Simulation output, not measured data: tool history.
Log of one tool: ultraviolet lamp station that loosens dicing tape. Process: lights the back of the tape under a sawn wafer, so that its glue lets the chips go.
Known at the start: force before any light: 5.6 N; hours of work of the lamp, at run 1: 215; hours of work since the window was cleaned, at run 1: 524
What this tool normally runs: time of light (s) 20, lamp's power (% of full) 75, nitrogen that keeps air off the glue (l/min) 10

run,hour,time of light (s),lamp's power (% of full),nitrogen that keeps air off the glue (l/min),hours of work of the lamp,hours of work since the window was cleaned,force that peels the tape off (N),light that reached the tape (mJ/cm²)
1,0.0,20,75,10,215,524,0.814,163
2,67.9,20,75,10,253,562,0.889,160
3,130.1,20,92,10,287,597,0.635,189
# hour 170.9: window cleaned of glue's vapour
4,218.1,20,75,13,336,26,0.946,139
5,301.2,20,75,13,383,73,0.967,138
6,371.3,20,75,13,422,112,1.048,132
7,414.7,20,68,10,447,136,1.317,121
8,478.8,20,68,10,482,172,1.379,120
# hour 525.9: window cleaned of glue's vapour, once more
9,560.7,20,68,10,528,19,0.927,150
10,596.2,20,70,10,548,39,0.908,158
11,654.2,12,96,11,580,72,1.236,123
12,708.3,14,75,10,611,102,1.445,112
13,756.8,14,75,10,638,129,1.478,107
14,831.5,32,75,5,680,171,0.608,247
15,894.0,38,75,5,715,206,0.480,288
16,964.7,15,80,5,754,246,1.729,117
17,1034.1,39,93,5,793,285,0.345,346

4 ways to go on from here, each from the tool as it stands after run 17. What would each give?
A,1101.3,23,97,10,831,322,?,?
B,1101.3,20,83,10,831,322,?,?
C,1101.3,38,93,5,831,322,?,?
D,1101.3,26,75,10,831,322,?,?

run,force that peels the tape off (N),light that reached the tape (mJ/cm²)
A,0.567,207
B,0.898,154
C,0.377,326
D,0.721,183
Without the tool's hidden state the same runs would have given:
run,force that peels the tape off (N),light that reached the tape (mJ/cm²)
A,0.308,305
B,0.473,228
C,0.242,481
D,0.377,268
